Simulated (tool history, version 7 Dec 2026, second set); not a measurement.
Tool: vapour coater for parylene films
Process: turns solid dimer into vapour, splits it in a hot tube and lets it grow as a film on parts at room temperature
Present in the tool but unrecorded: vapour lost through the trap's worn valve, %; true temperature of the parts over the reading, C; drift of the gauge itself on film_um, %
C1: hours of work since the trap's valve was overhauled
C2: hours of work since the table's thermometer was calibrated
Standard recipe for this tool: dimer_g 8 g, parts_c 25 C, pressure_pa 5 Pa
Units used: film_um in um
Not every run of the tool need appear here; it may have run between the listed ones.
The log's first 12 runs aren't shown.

Run 13, hour 305.8: usual settings but pressure_pa 9.03 Pa; C1 328; C2 741. Result: film_um 0.987 um.
Run 14, hour 322.1: usual settings but pressure_pa 9.03 Pa; C1 337; C2 750. Result: film_um 0.991 um.
Run 15, hour 345.4: usual settings but pressure_pa 9.03 Pa; C1 350; C2 763. Result: film_um 0.977 um.
At hour 360.8: trap's valve overhauled.
Run 16, hour 368.4: usual settings but parts_c 32 C, pressure_pa 9.03 Pa; C1 4; C2 773. Result: film_um 0.942 um.
Run 17, hour 391.8: usual settings but dimer_g 6 g, parts_c 36 C, pressure_pa 6.29 Pa; C1 17; C2 785. Result: film_um 0.699 um.
Run 18, hour 411.7: usual settings but pressure_pa 3.34 Pa; C1 27; C2 796. Result: film_um 1.344 um.
Run 19, hour 429.1: usual settings but dimer_g 11 g, parts_c 22 C, pressure_pa 6.1 Pa; C1 37; C2 805. Result: film_um 1.719 um.
Run 20, hour 446.6: usual settings but dimer_g 4 g, parts_c 28 C; C1 46; C2 815. Result: film_um 0.582 um.
Run 21, hour 469.8: usual settings but dimer_g 4 g, parts_c 28 C; C1 59; C2 827. Result: film_um 0.566 um.
Run 22, hour 484.5: usual settings but dimer_g 4 g, parts_c 28 C; C1 66; C2 835. Result: film_um 0.563 um.
Run 23, hour 513.1: usual settings but dimer_g 6 g, pressure_pa 4.23 Pa; C1 82; C2 851. Result: film_um 0.931 um.
Run 24, hour 528.2: usual settings but dimer_g 11 g, parts_c 18 C; C1 90; C2 859. Result: film_um 1.947 um.
Run 25, hour 553.7: usual settings but dimer_g 11 g, parts_c 18 C; C1 104; C2 872. Result: film_um 1.929 um.
Run 26, hour 587.2: usual settings but dimer_g 11 g, parts_c 18 C; C1 122; C2 890. Result: film_um 1.934 um.
Run 27, hour 621.1: usual settings but parts_c 35 C; C1 140; C2 909. Result: film_um 0.971 um.
Run 28, hour 650.4: usual settings but dimer_g 13 g, parts_c 30 C, pressure_pa 2.28 Pa; C1 156; C2 924. Result: film_um 2.095 um.
Run 29, hour 667.6: usual settings but dimer_g 4 g, pressure_pa 6.18 Pa; C1 165; C2 934. Result: film_um 0.568 um.
Run 30, hour 686.8: usual settings but pressure_pa 2.54 Pa; C1 175; C2 944. Result: film_um 1.403 um.
Run 31, hour 711.1: usual settings but parts_c 18 C, pressure_pa 2.96 Pa; C1 188; C2 957. Result: film_um 1.569 um.
Run 32, hour 744.4: usual settings but parts_c 37 C, pressure_pa 3.03 Pa; C1 206; C2 975. Result: film_um 1.019 um.

Alternative continuations, all from the tool just after run 32; predict every row:
Run A, hour 769.8: usual settings but dimer_g 13 g; C1 220; C2 989. Result: film_um ?.
Run B, hour 769.8: usual settings but dimer_g 7 g, pressure_pa 5.34 Pa; C1 220; C2 989. Result: film_um ?.
Run C, hour 769.8: usual settings but pressure_pa 6.73 Pa; C1 220; C2 989. Result: film_um ?.
Run D, hour 769.8: usual settings but dimer_g 5 g, parts_c 37 C, pressure_pa 2.31 Pa; C1 220; C2 989. Result: film_um ?.

run  film_um
  A     1.91
  B    1.002
  C    1.109
  D    0.692
What these runs would have given with no unlogged condition in the tool:
run  film_um
  A    1.987
  B    1.043
  C    1.153
  D    0.719
